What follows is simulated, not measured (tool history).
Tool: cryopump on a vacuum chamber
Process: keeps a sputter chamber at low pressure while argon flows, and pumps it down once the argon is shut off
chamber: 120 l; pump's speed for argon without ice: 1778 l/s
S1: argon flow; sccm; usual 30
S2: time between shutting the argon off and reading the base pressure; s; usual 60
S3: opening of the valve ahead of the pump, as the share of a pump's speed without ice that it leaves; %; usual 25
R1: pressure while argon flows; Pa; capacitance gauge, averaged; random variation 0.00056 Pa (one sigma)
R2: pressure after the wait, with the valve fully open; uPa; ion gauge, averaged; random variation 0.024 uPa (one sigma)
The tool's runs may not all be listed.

run	hour	S1	S2	S3	R1	R2
1	0.0	30	60	25	0.1179	1.10
2	50.5	30	60	25	0.1184	1.08
# hour 70.8: pump warmed up, emptied and cooled again
3	144.1	45	60	25	0.1715	1.07
4	231.6	45	60	25	0.1720	1.07
5	303.2	45	60	25	0.1738	1.10
6	369.1	45	60	25	0.1733	1.08
7	478.7	45	60	42	0.1059	1.14
8	531.1	45	60	42	0.1069	1.16
9	577.2	45	60	42	0.1076	1.14
10	669.9	30	60	25	0.1185	1.16
# hour 684.3: pump warmed up, emptied and cooled again
11	729.3	30	60	25	0.1152	1.16
12	788.3	30	60	25	0.1154	1.12
13	860.3	30	60	25	0.1164	1.19
14	904.8	30	54	44	0.0658	1.25
15	1001.5	30	54	44	0.0669	1.25
16	1048.0	31	55	44	0.0701	1.26
17	1092.5	31	55	44	0.0705	1.31
18	1178.5	52	94	25	0.2036	0.87
19	1267.9	52	94	25	0.2051	0.92
# hour 1303.7: pump warmed up, emptied and cooled again
20	1328.9	30	60	31	0.0923	1.20
21	1403.4	30	85	31	0.0936	0.96
22	1451.5	24	65	57	0.0406	1.16
23	1525.7	28	60	49	0.0556	1.24
24	1572.6	34	186	21	0.1574	0.69
25	1657.0	34	186	21	0.1563	0.73
26	1728.6	34	186	21	0.1578	0.70

Forecast each of these 5 alternatives for the next run:
A	1836.5	42	60	25	?	?
B	1836.5	30	60	20	?	?
C	1836.5	41	161	56	?	?
D	1836.5	54	60	25	?	?
E	1836.5	34	186	32	?	?

run	R1	R2
A	0.1652	1.33
B	0.1468	1.29
C	0.0752	0.79
D	0.2112	1.30
E	0.1062	0.68
Without the tool's hidden state the same runs would have given:
run	R1	R2
A	0.1593	1.04
B	0.1426	1.01
C	0.0694	0.51
D	0.2036	1.02
E	0.1013	0.41
